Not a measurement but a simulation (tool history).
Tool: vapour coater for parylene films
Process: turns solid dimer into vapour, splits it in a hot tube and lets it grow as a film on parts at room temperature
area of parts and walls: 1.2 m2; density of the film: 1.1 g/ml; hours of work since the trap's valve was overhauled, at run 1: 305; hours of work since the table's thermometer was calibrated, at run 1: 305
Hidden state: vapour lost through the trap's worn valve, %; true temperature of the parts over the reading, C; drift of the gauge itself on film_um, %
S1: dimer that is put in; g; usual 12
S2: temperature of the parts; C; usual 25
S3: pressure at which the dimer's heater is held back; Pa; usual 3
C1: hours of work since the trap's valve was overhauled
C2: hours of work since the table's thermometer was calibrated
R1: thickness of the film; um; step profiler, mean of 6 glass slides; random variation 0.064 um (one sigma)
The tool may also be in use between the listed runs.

Run 1, hour 0: usual settings; C1 305; C2 305. Result: R1 7.66 um.
Run 2, hour 35.6: usual settings but S1 8 g; C1 332; C2 332. Result: R1 4.98 um.
Run 3, hour 85.2: usual settings but S1 8 g; C1 369; C2 369. Result: R1 5.03 um.
Run 4, hour 124.4: usual settings but S1 8 g; C1 398; C2 398. Result: R1 5.06 um.
Run 5, hour 194.9: usual settings but S1 8 g; C1 451; C2 451. Result: R1 5.03 um.
Run 6, hour 229.7: usual settings but S1 8 g, S2 21 C; C1 477; C2 477. Result: R1 5.97 um.
Run 7, hour 299.8: usual settings but S1 8 g, S2 21 C; C1 529; C2 529. Result: R1 5.88 um.
Run 8, hour 343.8: usual settings but S1 8 g, S2 21 C; C1 562; C2 562. Result: R1 5.88 um.
At hour 371.9: trap's valve overhauled.
Run 9, hour 384: usual settings but S1 8 g, S2 21 C; C1 9; C2 589. Result: R1 5.93 um.
Run 10, hour 453.2: usual settings but S1 8 g, S2 22 C, S3 4.23 Pa; C1 61; C2 641. Result: R1 5.25 um.
Run 11, hour 516.5: usual settings but S1 8 g, S2 22 C, S3 4.23 Pa; C1 108; C2 688. Result: R1 5.29 um.

The next listed run, before its measurement:
Run 12, hour 566.2: usual settings but S1 7 g, S3 5.65 Pa; C1 145; C2 725. Result: R1 ?.

Run 12 gave R1 3.88 um.
Without the tool's hidden state the same run would have given R1 3.89 um.
